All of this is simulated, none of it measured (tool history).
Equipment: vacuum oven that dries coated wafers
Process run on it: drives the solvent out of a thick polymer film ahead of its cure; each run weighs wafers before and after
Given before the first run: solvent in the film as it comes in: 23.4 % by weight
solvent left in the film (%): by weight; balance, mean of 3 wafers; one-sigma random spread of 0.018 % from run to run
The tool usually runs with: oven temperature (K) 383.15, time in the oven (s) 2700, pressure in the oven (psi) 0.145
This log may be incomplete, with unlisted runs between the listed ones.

run 1 hour=0.0 | oven_temperature_(K)=383.15 time_in_the_oven_(s)=2700 pressure_in_the_oven_(psi)=0.145 | solvent_left_in_the_film_(%)=2.40
run 2 hour=78.0 | oven_temperature_(K)=383.15 time_in_the_oven_(s)=2700 pressure_in_the_oven_(psi)=0.145 | solvent_left_in_the_film_(%)=2.40
-- hour=117.9 vacuum gauge cleaned of residue and calibrated
run 3 hour=145.9 | oven_temperature_(K)=383.15 time_in_the_oven_(s)=2700 pressure_in_the_oven_(psi)=0.145 | solvent_left_in_the_film_(%)=1.97
run 4 hour=203.1 | oven_temperature_(K)=383.15 time_in_the_oven_(s)=2700 pressure_in_the_oven_(psi)=0.251 | solvent_left_in_the_film_(%)=2.60
run 5 hour=290.1 | oven_temperature_(K)=383.15 time_in_the_oven_(s)=2700 pressure_in_the_oven_(psi)=0.251 | solvent_left_in_the_film_(%)=2.61
-- hour=318.5 oven's thermocouples calibrated
run 6 hour=355.9 | oven_temperature_(K)=383.15 time_in_the_oven_(s)=2700 pressure_in_the_oven_(psi)=0.251 | solvent_left_in_the_film_(%)=2.82
run 7 hour=402.7 | oven_temperature_(K)=383.15 time_in_the_oven_(s)=2700 pressure_in_the_oven_(psi)=0.251 | solvent_left_in_the_film_(%)=2.83
run 8 hour=486.1 | oven_temperature_(K)=383.15 time_in_the_oven_(s)=2700 pressure_in_the_oven_(psi)=0.251 | solvent_left_in_the_film_(%)=2.87
run 9 hour=555.8 | oven_temperature_(K)=383.15 time_in_the_oven_(s)=2700 pressure_in_the_oven_(psi)=0.251 | solvent_left_in_the_film_(%)=2.85
run 10 hour=598.9 | oven_temperature_(K)=383.15 time_in_the_oven_(s)=2700 pressure_in_the_oven_(psi)=0.223 | solvent_left_in_the_film_(%)=2.72
run 11 hour=680.9 | oven_temperature_(K)=383.15 time_in_the_oven_(s)=1500 pressure_in_the_oven_(psi)=0.145 | solvent_left_in_the_film_(%)=5.16
run 12 hour=765.2 | oven_temperature_(K)=383.15 time_in_the_oven_(s)=2700 pressure_in_the_oven_(psi)=0.213 | solvent_left_in_the_film_(%)=2.69
run 13 hour=828.0 | oven_temperature_(K)=383.15 time_in_the_oven_(s)=2700 pressure_in_the_oven_(psi)=0.213 | solvent_left_in_the_film_(%)=2.63
run 14 hour=885.7 | oven_temperature_(K)=383.15 time_in_the_oven_(s)=2700 pressure_in_the_oven_(psi)=0.234 | solvent_left_in_the_film_(%)=2.78
run 15 hour=969.2 | oven_temperature_(K)=383.15 time_in_the_oven_(s)=2700 pressure_in_the_oven_(psi)=0.234 | solvent_left_in_the_film_(%)=2.72
run 16 hour=1057.0 | oven_temperature_(K)=383.15 time_in_the_oven_(s)=2700 pressure_in_the_oven_(psi)=0.234 | solvent_left_in_the_film_(%)=2.80
run 17 hour=1146.7 | oven_temperature_(K)=383.15 time_in_the_oven_(s)=2700 pressure_in_the_oven_(psi)=0.234 | solvent_left_in_the_film_(%)=2.79
run 18 hour=1214.8 | oven_temperature_(K)=383.15 time_in_the_oven_(s)=2700 pressure_in_the_oven_(psi)=0.145 | solvent_left_in_the_film_(%)=2.27
run 19 hour=1291.2 | oven_temperature_(K)=383.15 time_in_the_oven_(s)=2700 pressure_in_the_oven_(psi)=0.074 | solvent_left_in_the_film_(%)=1.87
run 20 hour=1341.5 | oven_temperature_(K)=383.15 time_in_the_oven_(s)=2700 pressure_in_the_oven_(psi)=0.074 | solvent_left_in_the_film_(%)=1.89
-- hour=1400.9 oven's thermocouples calibrated
run 21 hour=1417.1 | oven_temperature_(K)=383.15 time_in_the_oven_(s)=2700 pressure_in_the_oven_(psi)=0.074 | solvent_left_in_the_film_(%)=1.94
run 22 hour=1483.1 | oven_temperature_(K)=383.15 time_in_the_oven_(s)=2700 pressure_in_the_oven_(psi)=0.074 | solvent_left_in_the_film_(%)=1.95
run 23 hour=1545.9 | oven_temperature_(K)=386.15 time_in_the_oven_(s)=2700 pressure_in_the_oven_(psi)=0.196 | solvent_left_in_the_film_(%)=2.12
run 24 hour=1635.1 | oven_temperature_(K)=383.15 time_in_the_oven_(s)=4200 pressure_in_the_oven_(psi)=0.534 | solvent_left_in_the_film_(%)=3.69
run 25 hour=1692.5 | oven_temperature_(K)=383.15 time_in_the_oven_(s)=3300 pressure_in_the_oven_(psi)=0.209 | solvent_left_in_the_film_(%)=2.17
run 26 hour=1769.5 | oven_temperature_(K)=383.15 time_in_the_oven_(s)=2460 pressure_in_the_oven_(psi)=0.331 | solvent_left_in_the_film_(%)=3.71
run 27 hour=1820.7 | oven_temperature_(K)=383.15 time_in_the_oven_(s)=4740 pressure_in_the_oven_(psi)=0.081 | solvent_left_in_the_film_(%)=0.88
run 28 hour=1867.0 | oven_temperature_(K)=382.15 time_in_the_oven_(s)=1740 pressure_in_the_oven_(psi)=0.081 | solvent_left_in_the_film_(%)=4.27
run 29 hour=1912.6 | oven_temperature_(K)=383.15 time_in_the_oven_(s)=2700 pressure_in_the_oven_(psi)=0.145 | solvent_left_in_the_film_(%)=2.34
run 30 hour=1985.6 | oven_temperature_(K)=391.15 time_in_the_oven_(s)=3780 pressure_in_the_oven_(psi)=0.145 | solvent_left_in_the_film_(%)=0.95
run 31 hour=2028.3 | oven_temperature_(K)=391.15 time_in_the_oven_(s)=4620 pressure_in_the_oven_(psi)=0.138 | solvent_left_in_the_film_(%)=0.86
run 32 hour=2090.8 | oven_temperature_(K)=391.15 time_in_the_oven_(s)=4620 pressure_in_the_oven_(psi)=0.138 | solvent_left_in_the_film_(%)=0.86
run 33 hour=2147.5 | oven_temperature_(K)=391.15 time_in_the_oven_(s)=4620 pressure_in_the_oven_(psi)=0.138 | solvent_left_in_the_film_(%)=0.90
run 34 hour=2208.6 | oven_temperature_(K)=389.15 time_in_the_oven_(s)=4080 pressure_in_the_oven_(psi)=0.145 | solvent_left_in_the_film_(%)=1.05
run 35 hour=2259.5 | oven_temperature_(K)=370.15 time_in_the_oven_(s)=2700 pressure_in_the_oven_(psi)=0.145 | solvent_left_in_the_film_(%)=5.57
run 36 hour=2307.8 | oven_temperature_(K)=373.15 time_in_the_oven_(s)=4320 pressure_in_the_oven_(psi)=0.373 | solvent_left_in_the_film_(%)=4.52
run 37 hour=2364.4 | oven_temperature_(K)=383.15 time_in_the_oven_(s)=1440 pressure_in_the_oven_(psi)=0.442 | solvent_left_in_the_film_(%)=6.85
run 38 hour=2455.1 | oven_temperature_(K)=383.15 time_in_the_oven_(s)=1440 pressure_in_the_oven_(psi)=0.442 | solvent_left_in_the_film_(%)=6.85
-- hour=2485.1 oven's thermocouples calibrated
run 39 hour=2501.0 | oven_temperature_(K)=383.15 time_in_the_oven_(s)=1440 pressure_in_the_oven_(psi)=0.442 | solvent_left_in_the_film_(%)=6.87
run 40 hour=2556.5 | oven_temperature_(K)=383.15 time_in_the_oven_(s)=1440 pressure_in_the_oven_(psi)=0.442 | solvent_left_in_the_film_(%)=6.82
run 41 hour=2628.2 | oven_temperature_(K)=373.15 time_in_the_oven_(s)=1860 pressure_in_the_oven_(psi)=0.170 | solvent_left_in_the_film_(%)=7.03
run 42 hour=2697.4 | oven_temperature_(K)=369.15 time_in_the_oven_(s)=4140 pressure_in_the_oven_(psi)=0.170 | solvent_left_in_the_film_(%)=3.96
run 43 hour=2751.9 | oven_temperature_(K)=383.15 time_in_the_oven_(s)=1740 pressure_in_the_oven_(psi)=0.203 | solvent_left_in_the_film_(%)=4.61
-- hour=2759.9 vacuum gauge cleaned of residue and calibrated
run 44 hour=2834.5 | oven_temperature_(K)=383.15 time_in_the_oven_(s)=1740 pressure_in_the_oven_(psi)=0.203 | solvent_left_in_the_film_(%)=4.30

Here are 4 independent what-if runs from the current tool condition. What would each one return?
run A hour=2874.2 | oven_temperature_(K)=383.15 time_in_the_oven_(s)=3240 pressure_in_the_oven_(psi)=0.075 | solvent_left_in_the_film_(%)=?
run B hour=2874.2 | oven_temperature_(K)=383.15 time_in_the_oven_(s)=2640 pressure_in_the_oven_(psi)=0.290 | solvent_left_in_the_film_(%)=?
run C hour=2874.2 | oven_temperature_(K)=379.15 time_in_the_oven_(s)=2700 pressure_in_the_oven_(psi)=0.145 | solvent_left_in_the_film_(%)=?
run D hour=2874.2 | oven_temperature_(K)=383.15 time_in_the_oven_(s)=1920 pressure_in_the_oven_(psi)=0.112 | solvent_left_in_the_film_(%)=?

run=A solvent_left_in_the_film_(%)=1.12
run=B solvent_left_in_the_film_(%)=2.96
run=C solvent_left_in_the_film_(%)=2.77
run=D solvent_left_in_the_film_(%)=3.29
Without the tool's hidden state the same runs would have given:
run=A solvent_left_in_the_film_(%)=1.17
run=B solvent_left_in_the_film_(%)=3.05
run=C solvent_left_in_the_film_(%)=2.88
run=D solvent_left_in_the_film_(%)=3.41

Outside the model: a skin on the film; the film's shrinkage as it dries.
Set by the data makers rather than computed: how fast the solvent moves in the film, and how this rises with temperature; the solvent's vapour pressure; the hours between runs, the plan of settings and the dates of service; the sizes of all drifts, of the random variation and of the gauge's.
